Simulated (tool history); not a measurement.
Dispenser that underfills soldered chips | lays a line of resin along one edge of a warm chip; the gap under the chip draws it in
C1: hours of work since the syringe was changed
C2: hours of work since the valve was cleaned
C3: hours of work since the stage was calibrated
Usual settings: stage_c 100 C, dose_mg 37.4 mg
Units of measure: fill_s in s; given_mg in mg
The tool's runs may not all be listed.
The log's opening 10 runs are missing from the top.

{"hour": 115.4, "done": "new syringe of resin"}
{"run": 11, "hour": 122.2, "stage_c": 100, "dose_mg": 37.4, "C1": 5, "C2": 83, "C3": 297, "fill_s": 177.8, "given_mg": 36.36}
{"hour": 130.5, "done": "new syringe of resin"}
{"run": 12, "hour": 131.1, "stage_c": 100, "dose_mg": 37.4, "C1": 0, "C2": 89, "C3": 303, "fill_s": 129.1, "given_mg": 36.44}
{"hour": 135.8, "done": "stage's temperature calibrated"}
{"hour": 146.4, "done": "new syringe of resin"}
{"run": 13, "hour": 148.3, "stage_c": 100, "dose_mg": 37.4, "C1": 1, "C2": 100, "C3": 8, "fill_s": 136.2, "given_mg": 36.25}
{"run": 14, "hour": 159.6, "stage_c": 100, "dose_mg": 37.4, "C1": 9, "C2": 108, "C3": 16, "fill_s": 249.1, "given_mg": 36.15}
{"hour": 161.0, "done": "new syringe of resin"}
{"hour": 175.9, "done": "new syringe of resin"}
{"run": 15, "hour": 176.4, "stage_c": 100, "dose_mg": 37.4, "C1": 0, "C2": 118, "C3": 27, "fill_s": 125.8, "given_mg": 36.03}
{"hour": 191.4, "done": "new syringe of resin"}
{"hour": 193.9, "done": "dispensing valve cleaned and set on the balance"}
{"run": 16, "hour": 194.4, "stage_c": 100, "dose_mg": 37.4, "C1": 1, "C2": 0, "C3": 38, "fill_s": 132.0, "given_mg": 37.5}
{"run": 17, "hour": 204.9, "stage_c": 100, "dose_mg": 37.4, "C1": 8, "C2": 7, "C3": 45, "fill_s": 226.7, "given_mg": 37.53}
{"hour": 207.7, "done": "new syringe of resin"}
{"run": 18, "hour": 221.3, "stage_c": 100, "dose_mg": 37.4, "C1": 9, "C2": 18, "C3": 56, "fill_s": 250.2, "given_mg": 37.29}
{"hour": 222.8, "done": "new syringe of resin"}
{"run": 19, "hour": 230.7, "stage_c": 100, "dose_mg": 37.4, "C1": 5, "C2": 24, "C3": 62, "fill_s": 184.7, "given_mg": 37.39}
{"hour": 237.3, "done": "new syringe of resin"}
{"run": 20, "hour": 238.1, "stage_c": 100, "dose_mg": 37.4, "C1": 1, "C2": 29, "C3": 67, "fill_s": 127.7, "given_mg": 37.15}
{"run": 21, "hour": 245.0, "stage_c": 100, "dose_mg": 37.4, "C1": 5, "C2": 34, "C3": 71, "fill_s": 179.8, "given_mg": 37.12}
{"hour": 251.9, "done": "new syringe of resin"}
{"run": 22, "hour": 258.2, "stage_c": 100, "dose_mg": 37.4, "C1": 4, "C2": 42, "C3": 80, "fill_s": 167.4, "given_mg": 37.05}
{"hour": 267.7, "done": "new syringe of resin"}
{"run": 23, "hour": 275.2, "stage_c": 100, "dose_mg": 31.9, "C1": 5, "C2": 54, "C3": 91, "fill_s": 182.9, "given_mg": 31.52}
{"hour": 282.1, "done": "new syringe of resin"}
{"run": 24, "hour": 288.1, "stage_c": 87, "dose_mg": 32.2, "C1": 4, "C2": 62, "C3": 100, "fill_s": 309.4, "given_mg": 31.65}
{"run": 25, "hour": 295.0, "stage_c": 87, "dose_mg": 32.2, "C1": 9, "C2": 67, "C3": 104, "fill_s": 451.7, "given_mg": 31.64}
{"hour": 296.9, "done": "new syringe of resin"}
{"run": 26, "hour": 304.1, "stage_c": 87, "dose_mg": 32.2, "C1": 5, "C2": 73, "C3": 110, "fill_s": 335.2, "given_mg": 31.54}
{"hour": 312.1, "done": "new syringe of resin"}
{"run": 27, "hour": 312.8, "stage_c": 112, "dose_mg": 37.6, "C1": 0, "C2": 78, "C3": 116, "fill_s": 77.1, "given_mg": 36.68}
{"run": 28, "hour": 322.5, "stage_c": 98, "dose_mg": 47.6, "C1": 7, "C2": 85, "C3": 122, "fill_s": 226.7, "given_mg": 46.43}
{"hour": 327.3, "done": "new syringe of resin"}
{"run": 29, "hour": 330.3, "stage_c": 101, "dose_mg": 39.5, "C1": 2, "C2": 90, "C3": 128, "fill_s": 137.4, "given_mg": 38.38}
{"hour": 342.1, "done": "new syringe of resin"}
{"run": 30, "hour": 342.9, "stage_c": 101, "dose_mg": 39.5, "C1": 1, "C2": 98, "C3": 136, "fill_s": 127.0, "given_mg": 38.29}
{"hour": 356.8, "done": "new syringe of resin"}
{"run": 31, "hour": 358.9, "stage_c": 100, "dose_mg": 35.1, "C1": 1, "C2": 109, "C3": 146, "fill_s": 140.0, "given_mg": 33.85}
{"hour": 371.4, "done": "new syringe of resin"}
{"run": 32, "hour": 373.0, "stage_c": 100, "dose_mg": 35.1, "C1": 1, "C2": 118, "C3": 156, "fill_s": 136.0, "given_mg": 33.79}
{"hour": 385.9, "done": "new syringe of resin"}
{"run": 33, "hour": 386.3, "stage_c": 113, "dose_mg": 42.5, "C1": 0, "C2": 127, "C3": 164, "fill_s": 71.8, "given_mg": 40.91}
{"hour": 390.5, "done": "dispensing valve cleaned and set on the balance"}
{"run": 34, "hour": 394.8, "stage_c": 110, "dose_mg": 42.6, "C1": 5, "C2": 3, "C3": 169, "fill_s": 120.4, "given_mg": 42.44}
{"hour": 402.4, "done": "new syringe of resin"}
{"run": 35, "hour": 403.3, "stage_c": 101, "dose_mg": 39.5, "C1": 1, "C2": 8, "C3": 175, "fill_s": 127.8, "given_mg": 39.28}

Predict each of these 4 candidate next runs independently; none follows another, all start after run 35:
{"run": "A", "hour": 411.3, "stage_c": 101, "dose_mg": 36.9, "C1": 6, "C2": 14, "C3": 180, "fill_s": "?", "given_mg": "?"}
{"run": "B", "hour": 411.3, "stage_c": 103, "dose_mg": 34.2, "C1": 6, "C2": 14, "C3": 180, "fill_s": "?", "given_mg": "?"}
{"run": "C", "hour": 411.3, "stage_c": 104, "dose_mg": 37.4, "C1": 6, "C2": 14, "C3": 180, "fill_s": "?", "given_mg": "?"}
{"run": "D", "hour": 411.3, "stage_c": 88, "dose_mg": 44.6, "C1": 6, "C2": 14, "C3": 180, "fill_s": "?", "given_mg": "?"}

run=A fill_s=197.9 given_mg=36.63
run=B fill_s=178.4 given_mg=34.03
run=C fill_s=171.3 given_mg=37.22
run=D fill_s=341.1 given_mg=44.33
Had the tool no hidden state, the same runs would have come out as:
run=A fill_s=118.4 given_mg=36.85
run=B fill_s=106.4 given_mg=34.24
run=C fill_s=102.3 given_mg=37.44
run=D fill_s=203.3 given_mg=44.59
